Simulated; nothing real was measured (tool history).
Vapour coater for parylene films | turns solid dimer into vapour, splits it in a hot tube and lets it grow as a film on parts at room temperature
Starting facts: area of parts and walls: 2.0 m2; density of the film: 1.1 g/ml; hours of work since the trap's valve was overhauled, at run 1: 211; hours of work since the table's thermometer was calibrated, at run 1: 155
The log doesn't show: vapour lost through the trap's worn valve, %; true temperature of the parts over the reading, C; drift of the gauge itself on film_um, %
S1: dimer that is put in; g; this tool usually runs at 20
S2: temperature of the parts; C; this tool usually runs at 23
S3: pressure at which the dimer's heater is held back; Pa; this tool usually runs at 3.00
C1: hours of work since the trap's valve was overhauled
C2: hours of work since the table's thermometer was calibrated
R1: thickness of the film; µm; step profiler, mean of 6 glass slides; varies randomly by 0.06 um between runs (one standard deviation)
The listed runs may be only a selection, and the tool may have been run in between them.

run	day	S1	S2	S3	C1	C2	R1
1	0.000	20	23	3.00	211	155	6.43
2	0.562	20	23	3.00	224	167	6.45
3	0.883	20	23	3.00	230	174	6.45
4	1.483	20	23	3.00	243	187	6.33
5	1.825	20	16	3.00	251	194	7.95
6	2.433	20	16	3.00	264	208	7.91
7	3.062	20	16	3.00	277	221	7.82
8	3.454	20	16	3.00	286	229	7.87
9	3.954	20	23	3.00	296	240	6.17
10	4.404	20	23	7.35	306	250	5.54
11	4.704	20	23	3.00	312	256	6.23
# day 5.283: trap's valve overhauled
12	5.454	20	20	3.00	4	269	8.03
13	5.871	20	20	3.00	13	278	7.97
14	6.458	16	23	3.00	25	290	5.64
15	7.071	16	23	2.01	38	303	5.94
16	7.642	17	23	3.00	51	316	6.00
17	8.196	17	23	3.00	62	327	5.95
18	8.571	17	23	3.00	71	336	5.88
19	8.888	20	23	3.00	77	342	6.97
20	9.342	20	17	2.08	87	352	8.63
21	9.658	9	17	3.46	94	359	3.83
22	10.233	15	15	3.00	106	371	6.34
23	10.800	15	15	3.00	118	383	6.40
24	11.250	15	15	3.00	128	393	6.32
25	11.654	15	15	3.00	137	402	6.30
26	12.142	20	15	4.38	147	412	8.18
27	12.721	36	18	7.40	159	424	12.99
28	13.054	24	28	9.01	167	432	5.73
29	13.738	8	17	9.01	181	446	2.93
30	14.050	8	17	9.01	188	453	2.92
31	14.738	20	16	3.00	203	468	8.08
32	15.104	20	33	3.00	211	476	4.47
33	15.658	10	29	11.31	222	487	2.18
34	15.971	8	18	3.99	229	494	3.01
35	16.658	8	18	3.99	244	509	3.07
36	17.171	28	30	3.00	255	520	6.85
37	17.517	28	16	2.01	262	527	11.09
38	18.058	28	16	2.01	274	539	11.00

Pick out some run-to-run changes in R1. Of each, how much would a tool without hidden state show as well, from the settings, what came in and chance, and how much is left for the hidden state and any gauge scatter not in both results compared?
Run 11 -> 12: S2 23 -> 20, trap's valve overhauled. R1 +1.80 µm: hidden state +0.89, all else +0.91.
Run 26 -> 27: S1 20 -> 36, S2 15 -> 18, S3 4.38 -> 7.40. R1 +4.81 µm: hidden state -0.24, all else +5.05.
Run 27 -> 28: S1 36 -> 24, S2 18 -> 28, S3 7.40 -> 9.01. R1 -7.26 µm: hidden state +0.42, all else -7.68.
Run 30 -> 31: S1 8 -> 20, S2 17 -> 16, S3 9.01 -> 3.00. R1 +5.16 µm: hidden state -0.51, all else +5.67.
Run 36 -> 37: S2 30 -> 16, S3 3.00 -> 2.01. R1 +4.24 µm: hidden state -0.62, all else +4.86.

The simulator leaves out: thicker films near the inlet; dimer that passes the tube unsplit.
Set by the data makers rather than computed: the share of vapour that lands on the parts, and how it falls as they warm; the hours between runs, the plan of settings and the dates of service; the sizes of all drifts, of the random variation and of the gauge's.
